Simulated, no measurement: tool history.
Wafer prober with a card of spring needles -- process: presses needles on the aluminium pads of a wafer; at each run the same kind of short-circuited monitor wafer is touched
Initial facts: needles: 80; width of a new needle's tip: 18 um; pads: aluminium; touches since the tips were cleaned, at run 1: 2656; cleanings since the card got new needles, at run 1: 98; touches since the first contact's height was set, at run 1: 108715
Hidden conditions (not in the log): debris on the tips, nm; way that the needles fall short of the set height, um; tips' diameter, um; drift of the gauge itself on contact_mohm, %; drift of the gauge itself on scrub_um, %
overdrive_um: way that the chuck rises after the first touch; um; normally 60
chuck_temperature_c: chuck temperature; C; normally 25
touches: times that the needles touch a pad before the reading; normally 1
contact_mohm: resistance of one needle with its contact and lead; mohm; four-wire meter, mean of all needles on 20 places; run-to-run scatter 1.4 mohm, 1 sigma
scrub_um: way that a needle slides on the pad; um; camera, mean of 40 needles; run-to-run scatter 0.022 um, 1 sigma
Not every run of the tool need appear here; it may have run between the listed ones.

| run | hour | overdrive_um | chuck_temperature_c | touches | touches since the tips were cleaned | cleanings since the card got new needles | touches since the first contact's height was set | contact_mohm | scrub_um |
|---|---|---|---|---|---|---|---|---|---|
| 1 | 0 | 60 | 25 | 1 | 2656 | 98 | 108715 | 325 | 9.42 |
|  | 2.1 | tips cleaned on abrasive film |
|  | 10.1 | tips cleaned on abrasive film |
|  | 18.1 | tips cleaned on abrasive film |
|  | 26.2 | tips cleaned on abrasive film |
|  | 34.2 | tips cleaned on abrasive film |
|  | 44.2 | tips cleaned on abrasive film |
|  | 52.2 | tips cleaned on abrasive film |
|  | 60.3 | tips cleaned on abrasive film |
|  | 68.3 | tips cleaned on abrasive film |
| 2 | 74.1 | 78 | 25 | 1 | 2332 | 107 | 137956 | 233 | 12.24 |
|  | 78.2 | tips cleaned on abrasive film |
|  | 86.2 | tips cleaned on abrasive film |
|  | 94.2 | tips cleaned on abrasive film |
|  | 102.3 | tips cleaned on abrasive film |
| 3 | 109.8 | 60 | 25 | 1 | 3017 | 111 | 152054 | 336 | 9.32 |
|  | 111.9 | tips cleaned on abrasive film |
|  | 119.9 | tips cleaned on abrasive film |
|  | 128 | tips cleaned on abrasive film |
|  | 136 | tips cleaned on abrasive film |
|  | 144 | tips cleaned on abrasive film |
|  | 154 | tips cleaned on abrasive film |
|  | 164 | tips cleaned on abrasive film |
|  | 172.1 | tips cleaned on abrasive film |
| 4 | 176.5 | 60 | 25 | 2 | 1779 | 119 | 178370 | 231 | 9.24 |
|  | 180.6 | tips cleaned on abrasive film |
|  | 188.6 | tips cleaned on abrasive film |
|  | 196.6 | tips cleaned on abrasive film |
|  | 204.7 | tips cleaned on abrasive film |
|  | 212.7 | tips cleaned on abrasive film |
|  | 222.7 | tips cleaned on abrasive film |
|  | 230.7 | tips cleaned on abrasive film |
|  | 238.8 | tips cleaned on abrasive film |
| 5 | 245.3 | 60 | 42 | 1 | 2604 | 127 | 205507 | 351 | 9.19 |
|  | 247.4 | tips cleaned on abrasive film |
|  | 255.4 | tips cleaned on abrasive film |
|  | 263.4 | tips cleaned on abrasive film |
|  | 271.4 | tips cleaned on abrasive film |
|  | 279.5 | tips cleaned on abrasive film |
| 6 | 280.2 | 64 | 25 | 1 | 311 | 132 | 219274 | 172 | 9.8 |
|  | 288.3 | tips cleaned on abrasive film |
|  | 290.6 | height of the first contact set anew |
|  | 296.6 | tips cleaned on abrasive film |
|  | 306.6 | tips cleaned on abrasive film |
|  | 314.6 | tips cleaned on abrasive film |
|  | 322.7 | tips cleaned on abrasive film |
| 7 | 330.4 | 64 | 25 | 1 | 3070 | 137 | 15733 | 348 | 9.49 |
|  | 332.4 | tips cleaned on abrasive film |
|  | 342.4 | tips cleaned on abrasive film |
|  | 350.5 | tips cleaned on abrasive film |
|  | 360.5 | tips cleaned on abrasive film |
| 8 | 365.2 | 60 | 31 | 1 | 1896 | 141 | 29502 | 312 | 8.78 |
|  | 369.3 | tips cleaned on abrasive film |
|  | 377.3 | tips cleaned on abrasive film |
|  | 385.4 | tips cleaned on abrasive film |
|  | 393.4 | tips cleaned on abrasive film |
|  | 401.4 | tips cleaned on abrasive film |
| 9 | 408.9 | 60 | 31 | 1 | 2993 | 146 | 46743 | 391 | 8.73 |
|  | 411 | tips cleaned on abrasive film |
|  | 419 | tips cleaned on abrasive film |
|  | 429 | tips cleaned on abrasive film |
|  | 439 | tips cleaned on abrasive film |
|  | 447.1 | tips cleaned on abrasive film |
|  | 455.1 | tips cleaned on abrasive film |
|  | 465.1 | tips cleaned on abrasive film |
|  | 475.1 | tips cleaned on abrasive film |
| 10 | 480.8 | 60 | 91 | 1 | 2281 | 154 | 75143 | 347 | 8.72 |
|  | 484.9 | tips cleaned on abrasive film |
|  | 492.9 | tips cleaned on abrasive film |
|  | 500.9 | tips cleaned on abrasive film |
|  | 509 | tips cleaned on abrasive film |
|  | 517 | tips cleaned on abrasive film |
|  | 525 | tips cleaned on abrasive film |
|  | 533 | tips cleaned on abrasive film |
| 11 | 540.3 | 60 | 91 | 1 | 2886 | 161 | 98608 | 376 | 8.68 |
|  | 542.4 | tips cleaned on abrasive film |
|  | 550.4 | tips cleaned on abrasive film |
|  | 558.4 | tips cleaned on abrasive film |
|  | 568.4 | tips cleaned on abrasive film |
|  | 576.4 | tips cleaned on abrasive film |
|  | 586.5 | tips cleaned on abrasive film |
|  | 596.5 | tips cleaned on abrasive film |
|  | 606.5 | tips cleaned on abrasive film |
| 12 | 613.4 | 60 | 69 | 1 | 2746 | 169 | 127474 | 390 | 8.55 |

Estimate the outcome of run 13 from the log above:
|  | 615.4 | tips cleaned on abrasive film |
|  | 623.5 | tips cleaned on abrasive film |
|  | 631.5 | tips cleaned on abrasive film |
|  | 639.5 | tips cleaned on abrasive film |
|  | 647.5 | tips cleaned on abrasive film |
| 13 | 652.6 | 75 | 48 | 1 | 2032 | 174 | 142961 | ? | ? |

contact_mohm: 260 mohm
scrub_um: 10.91 um
Minus the tool's unlogged condition, the same run would have read contact_mohm 124 mohm, scrub_um 12.01 um.
